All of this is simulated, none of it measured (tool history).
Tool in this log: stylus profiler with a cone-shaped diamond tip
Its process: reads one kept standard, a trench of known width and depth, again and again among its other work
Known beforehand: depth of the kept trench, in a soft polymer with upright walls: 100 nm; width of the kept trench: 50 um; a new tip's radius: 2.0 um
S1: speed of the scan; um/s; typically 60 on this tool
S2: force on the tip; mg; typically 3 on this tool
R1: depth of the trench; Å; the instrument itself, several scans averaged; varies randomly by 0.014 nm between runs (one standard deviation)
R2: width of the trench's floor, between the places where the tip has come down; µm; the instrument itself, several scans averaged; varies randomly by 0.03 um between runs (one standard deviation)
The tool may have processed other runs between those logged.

{"run": 1, "hour": 0.0, "S1": 60, "S2": 3, "R1": 1014.6, "R2": 48.16}
{"run": 2, "hour": 29.7, "S1": 60, "S2": 3.04, "R1": 1014.7, "R2": 48.19}
{"run": 3, "hour": 46.3, "S1": 60, "S2": 3.04, "R1": 1014.9, "R2": 48.15}
{"run": 4, "hour": 65.7, "S1": 60, "S2": 3.04, "R1": 1014.8, "R2": 48.17}
{"run": 5, "hour": 89.5, "S1": 60, "S2": 3.04, "R1": 1014.7, "R2": 48.17}
{"run": 6, "hour": 112.6, "S1": 60, "S2": 3.04, "R1": 1014.9, "R2": 48.19}
{"run": 7, "hour": 137.2, "S1": 60, "S2": 1.23, "R1": 1009.1, "R2": 48.07}
{"run": 8, "hour": 169.3, "S1": 20, "S2": 3, "R1": 1014.8, "R2": 48.26}
{"run": 9, "hour": 187.9, "S1": 36, "S2": 5.42, "R1": 1021.5, "R2": 48.3}
{"run": 10, "hour": 218.5, "S1": 49, "S2": 1.7, "R1": 1010.9, "R2": 48.13}
{"run": 11, "hour": 240.4, "S1": 49, "S2": 1.7, "R1": 1011.1, "R2": 48.17}
{"run": 12, "hour": 264.6, "S1": 61, "S2": 1.02, "R1": 1008.4, "R2": 47.92}

Below are 4 alternative next runs, each starting from the tool's condition after run 12. Predict each:
{"run": "A", "hour": 281.7, "S1": 60, "S2": 3.29, "R1": "?", "R2": "?"}
{"run": "B", "hour": 281.7, "S1": 60, "S2": 1.34, "R1": "?", "R2": "?"}
{"run": "C", "hour": 281.7, "S1": 61, "S2": 1.68, "R1": "?", "R2": "?"}
{"run": "D", "hour": 281.7, "S1": 65, "S2": 8.51, "R1": "?", "R2": "?"}

run=A R1=1015.9 R2=48.18
run=B R1=1009.8 R2=48.02
run=C R1=1011.2 R2=47.99
run=D R1=1028.2 R2=48.19
Take away the tool's hidden state, keep each run's random variation, and the runs would have read:
run=A R1=1013.9 R2=48.58
run=B R1=1007.8 R2=48.43
run=C R1=1009.2 R2=48.4
run=D R1=1026.2 R2=48.59
